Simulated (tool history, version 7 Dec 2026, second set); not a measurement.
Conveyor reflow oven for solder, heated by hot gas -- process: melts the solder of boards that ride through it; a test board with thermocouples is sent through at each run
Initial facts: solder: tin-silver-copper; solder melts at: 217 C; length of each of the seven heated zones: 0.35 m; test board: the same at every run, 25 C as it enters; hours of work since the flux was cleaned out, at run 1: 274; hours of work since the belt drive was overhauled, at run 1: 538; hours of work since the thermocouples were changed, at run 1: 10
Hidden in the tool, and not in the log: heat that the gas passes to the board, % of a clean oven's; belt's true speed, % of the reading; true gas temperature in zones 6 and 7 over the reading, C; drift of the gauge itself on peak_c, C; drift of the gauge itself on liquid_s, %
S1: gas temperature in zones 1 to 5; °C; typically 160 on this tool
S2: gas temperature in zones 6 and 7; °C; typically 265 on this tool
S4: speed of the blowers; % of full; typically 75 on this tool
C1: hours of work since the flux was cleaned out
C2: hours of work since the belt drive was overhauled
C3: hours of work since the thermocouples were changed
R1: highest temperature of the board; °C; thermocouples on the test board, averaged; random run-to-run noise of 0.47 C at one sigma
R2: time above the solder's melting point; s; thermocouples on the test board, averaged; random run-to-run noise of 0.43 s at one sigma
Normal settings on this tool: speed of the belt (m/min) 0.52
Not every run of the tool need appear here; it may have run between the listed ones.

{"run": 1, "day": 0.0, "S1": 160, "S2": 265, "speed of the belt (m/min)": 0.52, "S4": 75, "C1": 274, "C2": 538, "C3": 10, "R1": 248.4, "R2": 52.1}
{"run": 2, "day": 0.358, "S1": 160, "S2": 265, "speed of the belt (m/min)": 0.52, "S4": 75, "C1": 279, "C2": 543, "C3": 15, "R1": 247.9, "R2": 53}
{"run": 3, "day": 0.842, "S1": 160, "S2": 265, "speed of the belt (m/min)": 0.52, "S4": 75, "C1": 286, "C2": 550, "C3": 22, "R1": 247.8, "R2": 52.9}
{"day": 1.146, "done": "flux residue cleaned out of gas plates and filters"}
{"run": 4, "day": 1.554, "S1": 165, "S2": 265, "speed of the belt (m/min)": 0.52, "S4": 75, "C1": 6, "C2": 557, "C3": 30, "R1": 249.8, "R2": 56.1}
{"run": 5, "day": 2.154, "S1": 165, "S2": 265, "speed of the belt (m/min)": 0.52, "S4": 75, "C1": 14, "C2": 566, "C3": 38, "R1": 248.9, "R2": 55.6}
{"run": 6, "day": 2.45, "S1": 165, "S2": 272, "speed of the belt (m/min)": 0.52, "S4": 75, "C1": 19, "C2": 570, "C3": 43, "R1": 254.4, "R2": 60.5}
{"run": 7, "day": 2.838, "S1": 165, "S2": 272, "speed of the belt (m/min)": 0.52, "S4": 75, "C1": 24, "C2": 576, "C3": 48, "R1": 256, "R2": 60.4}
{"run": 8, "day": 3.325, "S1": 158, "S2": 256, "speed of the belt (m/min)": 0.563, "S4": 87, "C1": 31, "C2": 583, "C3": 55, "R1": 240.3, "R2": 42.3}
{"run": 9, "day": 3.996, "S1": 146, "S2": 254, "speed of the belt (m/min)": 0.563, "S4": 89, "C1": 41, "C2": 592, "C3": 65, "R1": 237.9, "R2": 35.8}
{"run": 10, "day": 4.317, "S1": 165, "S2": 261, "speed of the belt (m/min)": 0.563, "S4": 83, "C1": 46, "C2": 597, "C3": 70, "R1": 245.3, "R2": 48.7}
{"run": 11, "day": 5.0, "S1": 159, "S2": 278, "speed of the belt (m/min)": 0.52, "S4": 89, "C1": 56, "C2": 607, "C3": 79, "R1": 263.7, "R2": 64.3}

What if the next run were any one of these 4? Each begins from the tool's condition after run 11:
{"run": "A", "day": 5.462, "S1": 166, "S2": 279, "speed of the belt (m/min)": 0.52, "S4": 75, "C1": 62, "C2": 613, "C3": 86, "R1": "?", "R2": "?"}
{"run": "B", "day": 5.462, "S1": 160, "S2": 273, "speed of the belt (m/min)": 0.52, "S4": 64, "C1": 62, "C2": 613, "C3": 86, "R1": "?", "R2": "?"}
{"run": "C", "day": 5.462, "S1": 172, "S2": 278, "speed of the belt (m/min)": 0.517, "S4": 52, "C1": 62, "C2": 613, "C3": 86, "R1": "?", "R2": "?"}
{"run": "D", "day": 5.462, "S1": 159, "S2": 257, "speed of the belt (m/min)": 0.52, "S4": 51, "C1": 62, "C2": 613, "C3": 86, "R1": "?", "R2": "?"}

run=A R1=261.6 R2=64.1
run=B R1=252.8 R2=55.8
run=C R1=254.6 R2=61
run=D R1=233.7 R2=36.8
With the hidden condition removed and each run's random variation left untouched, the same runs would have given:
run=A R1=262 R2=63.8
run=B R1=253.1 R2=55.7
run=C R1=254.9 R2=60.7
run=D R1=234 R2=36.9

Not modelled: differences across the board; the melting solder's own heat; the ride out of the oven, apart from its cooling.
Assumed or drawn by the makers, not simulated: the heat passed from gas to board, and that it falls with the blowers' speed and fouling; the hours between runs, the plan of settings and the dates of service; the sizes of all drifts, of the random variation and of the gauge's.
